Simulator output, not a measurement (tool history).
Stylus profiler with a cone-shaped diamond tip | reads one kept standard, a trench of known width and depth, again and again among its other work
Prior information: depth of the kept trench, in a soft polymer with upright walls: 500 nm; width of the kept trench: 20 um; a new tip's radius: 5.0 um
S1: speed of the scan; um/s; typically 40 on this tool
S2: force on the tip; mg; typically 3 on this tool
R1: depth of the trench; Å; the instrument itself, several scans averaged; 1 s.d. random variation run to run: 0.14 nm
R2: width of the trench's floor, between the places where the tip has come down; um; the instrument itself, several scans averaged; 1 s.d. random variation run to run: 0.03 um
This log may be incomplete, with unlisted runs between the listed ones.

run   hour   S1    S2      R1     R2
  1      0   40     3  5065.3  15.54
  2   28.1  148     3  5065.9  15.26
  3   62.7  148     3  5063.7   15.3
  4   90.7   40     3  5066.6  15.56
  5  113.7   40  1.21  5035.3  15.48
  6  148.5   40  1.21  5035.9  15.53
  7  179.2   40  3.75  5076.6  15.59
  8    208   40  3.75  5072.6  15.56
  9  241.4   40     3  5065.4  15.53
 10  257.9   61     3  5066.7  15.51
 11  276.3   40     3  5067.4  15.52
 12  293.1   40     3  5066.6  15.55
 13  308.9   48  1.04  5033.8   15.4
 14    331   18   3.4  5072.6  15.66
 15  362.3   18   3.4  5071.4  15.62
 16  396.1   18   3.4  5070.7  15.54
 17  431.4   24   3.4  5072.9  15.58
 18    447   29  6.98  5115.8  15.61
 19  466.3   29  6.98    5116  15.57
 20  490.8   22  2.52  5057.4  15.58
 21  506.4   69  6.04  5105.7  15.54

Each row is a separate what-if for the run after 21, all from the same tool condition, not one after another. Results?
  A  541.3  25  7.26   ?   ?
  B  541.3  91  2.23   ?   ?
  C  541.3  33  1.29   ?   ?
  D  541.3  11   8.4   ?   ?

run      R1     R2
  A  5118.3  15.63
  B  5052.8  15.38
  C  5037.2  15.49
  D  5131.4  15.61
The same runs, with their run-to-run variation unchanged, on a tool lacking any hidden condition would have given:
run      R1     R2
  A  5118.2  15.64
  B  5052.7   15.4
  C  5037.1   15.5
  D  5131.3  15.62

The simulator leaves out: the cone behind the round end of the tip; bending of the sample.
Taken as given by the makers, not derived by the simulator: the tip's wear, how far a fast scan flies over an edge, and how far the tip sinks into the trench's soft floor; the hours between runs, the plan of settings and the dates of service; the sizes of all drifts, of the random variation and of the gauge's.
